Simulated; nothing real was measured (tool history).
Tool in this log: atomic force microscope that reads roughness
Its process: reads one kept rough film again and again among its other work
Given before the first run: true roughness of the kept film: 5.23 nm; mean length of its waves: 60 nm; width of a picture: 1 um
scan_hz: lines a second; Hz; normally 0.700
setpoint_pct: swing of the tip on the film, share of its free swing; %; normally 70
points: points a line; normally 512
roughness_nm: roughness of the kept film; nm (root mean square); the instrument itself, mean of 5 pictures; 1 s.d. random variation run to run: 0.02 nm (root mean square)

Run 1, day 0.000: usual settings. Result: roughness_nm 4.812 nm (root mean square).
Run 2, day 0.283: usual settings. Result: roughness_nm 4.854 nm (root mean square).
Run 3, day 0.546: usual settings. Result: roughness_nm 4.844 nm (root mean square).
Run 4, day 0.721: usual settings but points 314. Result: roughness_nm 4.817 nm (root mean square).
Run 5, day 1.125: usual settings but points 314. Result: roughness_nm 4.800 nm (root mean square).
Run 6, day 1.425: usual settings. Result: roughness_nm 4.834 nm (root mean square).
Run 7, day 1.825: usual settings. Result: roughness_nm 4.798 nm (root mean square).
Run 8, day 2.171: usual settings. Result: roughness_nm 4.849 nm (root mean square).
Run 9, day 2.342: usual settings. Result: roughness_nm 4.822 nm (root mean square).
At day 2.646: new tip fitted.
Run 10, day 2.721: usual settings but points 278. Result: roughness_nm 4.819 nm (root mean square).
Run 11, day 2.904: usual settings but points 278. Result: roughness_nm 4.824 nm (root mean square).
Run 12, day 3.204: usual settings but scan_hz 1.264 Hz, points 708. Result: roughness_nm 4.751 nm (root mean square).
Run 13, day 3.492: usual settings but scan_hz 2.824 Hz, setpoint_pct 63 %, points 408. Result: roughness_nm 4.657 nm (root mean square).
Run 14, day 3.825: usual settings but setpoint_pct 87 %, points 395. Result: roughness_nm 4.635 nm (root mean square).
Run 15, day 4.142: usual settings but setpoint_pct 87 %, points 557. Result: roughness_nm 4.666 nm (root mean square).
Run 16, day 4.379: usual settings but setpoint_pct 87 %, points 557. Result: roughness_nm 4.640 nm (root mean square).
Run 17, day 4.750: usual settings but setpoint_pct 87 %, points 557. Result: roughness_nm 4.681 nm (root mean square).
Run 18, day 5.042: usual settings but scan_hz 2.615 Hz, setpoint_pct 82 %, points 957. Result: roughness_nm 4.193 nm (root mean square).
Run 19, day 5.371: usual settings but scan_hz 2.976 Hz, setpoint_pct 59 %, points 456. Result: roughness_nm 4.660 nm (root mean square).
At day 5.567: new tip fitted.
Run 20, day 5.692: usual settings but scan_hz 2.976 Hz, setpoint_pct 59 %, points 456. Result: roughness_nm 4.672 nm (root mean square).
Run 21, day 6.092: usual settings but scan_hz 2.749 Hz, setpoint_pct 56 %, points 563. Result: roughness_nm 4.783 nm (root mean square).

Alternative continuations, all from the tool just after run 21; predict every row:
Run A, day 6.404: usual settings but scan_hz 0.634 Hz, setpoint_pct 58 %, points 635. Result: roughness_nm ?.
Run B, day 6.404: usual settings but scan_hz 0.558 Hz, setpoint_pct 56 %, points 563. Result: roughness_nm ?.
Run C, day 6.404: usual settings but scan_hz 0.757 Hz, setpoint_pct 67 %, points 816. Result: roughness_nm ?.

run  roughness_nm
  A         4.890
  B         4.895
  C         4.825
The same runs, with their run-to-run variation unchanged, on a tool lacking any hidden condition would have given:
run  roughness_nm
  A         4.895
  B         4.900
  C         4.831
